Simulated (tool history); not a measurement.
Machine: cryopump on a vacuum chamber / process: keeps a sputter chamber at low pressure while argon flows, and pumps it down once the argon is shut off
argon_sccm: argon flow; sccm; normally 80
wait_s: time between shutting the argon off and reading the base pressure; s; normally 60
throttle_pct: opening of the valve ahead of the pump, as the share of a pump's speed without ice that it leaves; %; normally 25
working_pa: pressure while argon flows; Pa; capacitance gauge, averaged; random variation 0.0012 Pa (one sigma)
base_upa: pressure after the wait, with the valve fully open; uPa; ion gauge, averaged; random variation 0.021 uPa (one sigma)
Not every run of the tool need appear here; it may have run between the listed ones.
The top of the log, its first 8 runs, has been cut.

run,hour,argon_sccm,wait_s,throttle_pct,hours of work since the pump was warmed up and emptied,hours of work since the cold head was overhauled,hours of work since the chamber's fittings were tightened,working_pa,base_upa
9,249.1,80,60,25,157,960,1563,0.2721,0.66
10,275.8,80,60,25,173,976,1579,0.2741,0.64
11,314.5,80,60,31,196,999,1602,0.2198,0.66
12,349.4,80,60,31,216,1020,1623,0.2204,0.67
13,400.8,160,60,25,247,1050,1653,0.5467,0.64
14,428.4,160,60,25,263,1067,1670,0.5476,0.66
15,473.9,160,60,25,290,1094,1697,0.5504,0.72
16,496.7,160,60,25,304,1107,1710,0.5456,0.66
17,525.5,105,60,25,321,1124,1727,0.3633,0.67
18,578.9,105,60,25,353,1156,1759,0.3642,0.71
19,609.7,71,52,16,371,1175,1778,0.3804,0.72
20,633.5,71,52,51,385,1189,1792,0.1228,0.73
21,656,130,31,25,399,1202,1805,0.4489,0.93
22,699.7,80,46,25,425,1228,1831,0.2754,0.76
23,748.8,114,77,44,454,1257,1860,0.226,0.64
24,771.8,134,163,53,467,1271,1874,0.2236,0.53
25,814.4,115,84,42,493,1296,1899,0.2421,0.6
26,855,145,59,25,517,1320,1923,0.5004,0.67
27,879.2,78,133,58,531,1335,1938,0.1216,0.58
28,923.2,78,133,58,557,1361,1964,0.1215,0.55
29,962.8,47,186,58,581,1384,1987,0.0727,0.49
30,992.8,50,219,40,599,1402,2005,0.11,0.48
31,1037.2,50,219,40,625,1429,2032,0.1112,0.52
32,1075.8,62,29,37,648,1452,2055,0.1493,1.07
33,1101.9,62,54,37,664,1467,2070,0.1491,0.82

For run 34, what comes out?
34,1124.4,62,54,37,677,1481,2084,?,?

Run 34 yielded working_pa 0.149 Pa, base_upa 0.77 uPa.
Were there no unlogged condition in the tool, this run, its random variation unchanged, would have produced working_pa 0.141 Pa, base_upa 0.5 uPa.
